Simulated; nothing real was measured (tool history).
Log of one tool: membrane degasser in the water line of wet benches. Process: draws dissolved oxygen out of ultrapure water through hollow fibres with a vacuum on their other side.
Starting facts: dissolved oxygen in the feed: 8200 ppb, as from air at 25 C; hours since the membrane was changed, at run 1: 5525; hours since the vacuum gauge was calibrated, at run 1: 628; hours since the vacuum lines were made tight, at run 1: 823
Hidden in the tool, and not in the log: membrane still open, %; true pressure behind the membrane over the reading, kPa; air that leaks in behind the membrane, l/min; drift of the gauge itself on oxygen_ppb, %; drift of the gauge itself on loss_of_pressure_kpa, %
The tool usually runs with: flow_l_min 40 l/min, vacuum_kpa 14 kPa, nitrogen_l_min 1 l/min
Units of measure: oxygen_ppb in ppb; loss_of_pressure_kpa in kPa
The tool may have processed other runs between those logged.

| run | hour | flow_l_min | vacuum_kpa | nitrogen_l_min | hours since the membrane was changed | hours since the vacuum gauge was calibrated | hours since the vacuum lines were made tight | oxygen_ppb | loss_of_pressure_kpa |
|---|---|---|---|---|---|---|---|---|---|
| 1 | 0 | 40 | 14 | 1 | 5525 | 628 | 823 | 998.4 | 32.09 |
| 2 | 79.5 | 40 | 14 | 1 | 5604 | 708 | 903 | 994.9 | 32.52 |
| 3 | 158.8 | 40 | 8.4 | 1 | 5684 | 787 | 982 | 623.5 | 32.6 |
| 4 | 259.4 | 40 | 8.4 | 1 | 5784 | 888 | 1083 | 620.4 | 32.55 |
| 5 | 343.9 | 40 | 8.4 | 1 | 5869 | 972 | 1167 | 618.2 | 32.59 |
| 6 | 522.8 | 40 | 14 | 1 | 6048 | 1151 | 1346 | 1005.1 | 32.38 |
| 7 | 677.5 | 52 | 14 | 1 | 6202 | 1306 | 1501 | 1359.4 | 41.93 |
| 8 | 781.6 | 51 | 14 | 1 | 6306 | 1410 | 1605 | 1330 | 41.29 |
| 9 | 863.8 | 51 | 14 | 1 | 6389 | 1492 | 1687 | 1312.8 | 41.56 |
| 10 | 970.4 | 51 | 14 | 1 | 6495 | 1599 | 1794 | 1322 | 41.49 |
| 11 | 1118.6 | 51 | 20.8 | 1 | 6643 | 1747 | 1942 | 1795.7 | 41.42 |
| 12 | 1294.5 | 51 | 20.8 | 1 | 6819 | 1923 | 2118 | 1806.1 | 41.38 |
| 13 | 1406.1 | 40 | 14 | 0.58 | 6931 | 2034 | 2229 | 1358.2 | 32.62 |
| 14 | 1586.7 | 40 | 14 | 2.71 | 7112 | 2215 | 2410 | 583.8 | 32.64 |
|  | 1596.3 | vacuum gauge calibrated |
| 15 | 1753.8 | 40 | 14 | 1.73 | 7278 | 157 | 2576 | 740.8 | 32.71 |
| 16 | 1838.4 | 40 | 14 | 1.73 | 7363 | 242 | 2661 | 748.6 | 32.82 |
| 17 | 1951.3 | 64 | 18.7 | 1.73 | 7476 | 355 | 2774 | 1654.1 | 52.31 |
|  | 2021.7 | vacuum gauge calibrated, once more |
| 18 | 2066.2 | 40 | 18.7 | 1.73 | 7590 | 45 | 2888 | 941 | 32.71 |
| 19 | 2165.2 | 29 | 12.1 | 1 | 7689 | 144 | 2987 | 587.5 | 23.54 |
| 20 | 2283 | 40 | 14 | 1.03 | 7807 | 261 | 3105 | 973 | 32.91 |
| 21 | 2457.4 | 29 | 21 | 0.42 | 7981 | 436 | 3280 | 1854.5 | 23.9 |
| 22 | 2575.6 | 29 | 17.9 | 0.42 | 8099 | 554 | 3398 | 1557.9 | 23.5 |
| 23 | 2711.7 | 26 | 12.9 | 1 | 8236 | 690 | 3534 | 567.8 | 21.6 |
| 24 | 2844 | 26 | 12.9 | 1 | 8368 | 822 | 3666 | 578 | 21.14 |
| 25 | 3007.8 | 31 | 21.3 | 0.42 | 8532 | 986 | 3830 | 1949.3 | 25.58 |
| 26 | 3123 | 31 | 21.3 | 0.42 | 8647 | 1101 | 3945 | 1959.7 | 25.26 |
| 27 | 3233.4 | 31 | 21.3 | 0.42 | 8757 | 1212 | 4056 | 1973.9 | 25.54 |
| 28 | 3375.8 | 29 | 20.6 | 0.73 | 8900 | 1354 | 4198 | 1282.5 | 24.02 |
| 29 | 3531.8 | 56 | 19.1 | 1.02 | 9056 | 1510 | 4354 | 1816.9 | 46.3 |
| 30 | 3623.1 | 28 | 14 | 1 | 9147 | 1601 | 4445 | 671.5 | 23.12 |
| 31 | 3716.2 | 44 | 14 | 2.06 | 9240 | 1694 | 4538 | 776.3 | 36.49 |

Results for each run, recomputed without the tool's hidden state and with each run's random variation untouched:
| run | oxygen_ppb | loss_of_pressure_kpa |
|---|---|---|
| 1 | 970.2 | 30.96 |
| 2 | 966.2 | 31.37 |
| 3 | 591.3 | 31.43 |
| 4 | 587.6 | 31.36 |
| 5 | 584.8 | 31.38 |
| 6 | 973 | 31.15 |
| 7 | 1310.5 | 40.3 |
| 8 | 1281.3 | 39.66 |
| 9 | 1263.9 | 39.89 |
| 10 | 1271.8 | 39.81 |
| 11 | 1749.9 | 39.7 |
| 12 | 1758.7 | 39.61 |
| 13 | 1320.4 | 31.2 |
| 14 | 545.1 | 31.19 |
| 15 | 697.6 | 31.23 |
| 16 | 704.4 | 31.31 |
| 17 | 1576.5 | 49.88 |
| 18 | 907.4 | 31.17 |
| 19 | 572.3 | 22.42 |
| 20 | 940.4 | 31.33 |
| 21 | 1846.1 | 22.72 |
| 22 | 1548.2 | 22.32 |
| 23 | 554.4 | 20.51 |
| 24 | 563.8 | 20.04 |
| 25 | 1936.8 | 24.24 |
| 26 | 1946.5 | 23.91 |
| 27 | 1960.1 | 24.16 |
| 28 | 1263.8 | 22.71 |
| 29 | 1754.3 | 43.73 |
| 30 | 651.2 | 21.82 |
| 31 | 721.8 | 34.42 |
